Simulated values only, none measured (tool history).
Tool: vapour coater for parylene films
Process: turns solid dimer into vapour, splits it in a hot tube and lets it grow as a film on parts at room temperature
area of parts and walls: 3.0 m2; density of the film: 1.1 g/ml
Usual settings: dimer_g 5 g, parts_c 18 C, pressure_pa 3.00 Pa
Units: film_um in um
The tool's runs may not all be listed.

{"run": 1, "hour": 0.0, "dimer_g": 5, "parts_c": 18, "pressure_pa": 3.0, "film_um": 0.68}
{"run": 2, "hour": 31.9, "dimer_g": 5, "parts_c": 12, "pressure_pa": 3.0, "film_um": 0.76}
{"run": 3, "hour": 106.9, "dimer_g": 5, "parts_c": 12, "pressure_pa": 3.0, "film_um": 0.75}
{"run": 4, "hour": 173.7, "dimer_g": 5, "parts_c": 12, "pressure_pa": 3.0, "film_um": 0.74}
{"run": 5, "hour": 242.7, "dimer_g": 5, "parts_c": 12, "pressure_pa": 3.0, "film_um": 0.73}
{"run": 6, "hour": 314.8, "dimer_g": 5, "parts_c": 18, "pressure_pa": 3.0, "film_um": 0.63}
{"hour": 344.5, "done": "trap's valve overhauled"}
{"run": 7, "hour": 360.7, "dimer_g": 5, "parts_c": 18, "pressure_pa": 3.0, "film_um": 0.73}
{"run": 8, "hour": 406.8, "dimer_g": 5, "parts_c": 18, "pressure_pa": 3.0, "film_um": 0.72}
{"hour": 412.8, "done": "table's thermometer calibrated"}
{"run": 9, "hour": 453.6, "dimer_g": 4, "parts_c": 29, "pressure_pa": 5.49, "film_um": 0.44}
{"run": 10, "hour": 520.2, "dimer_g": 3, "parts_c": 13, "pressure_pa": 2.23, "film_um": 0.48}
{"run": 11, "hour": 563.4, "dimer_g": 2, "parts_c": 12, "pressure_pa": 4.31, "film_um": 0.29}
{"hour": 608.2, "done": "table's thermometer calibrated, once more"}
{"run": 12, "hour": 611.2, "dimer_g": 3, "parts_c": 13, "pressure_pa": 4.31, "film_um": 0.44}
{"run": 13, "hour": 685.4, "dimer_g": 9, "parts_c": 20, "pressure_pa": 3.09, "film_um": 1.16}
{"run": 14, "hour": 754.9, "dimer_g": 7, "parts_c": 18, "pressure_pa": 5.55, "film_um": 0.88}

The next listed run, before its measurement:
{"run": 15, "hour": 793.1, "dimer_g": 5, "parts_c": 19, "pressure_pa": 8.96, "film_um": "?"}

{"run 15": {"film_um": 0.51}}
Without the tool's hidden state the same run would have given film_um 0.58 um.
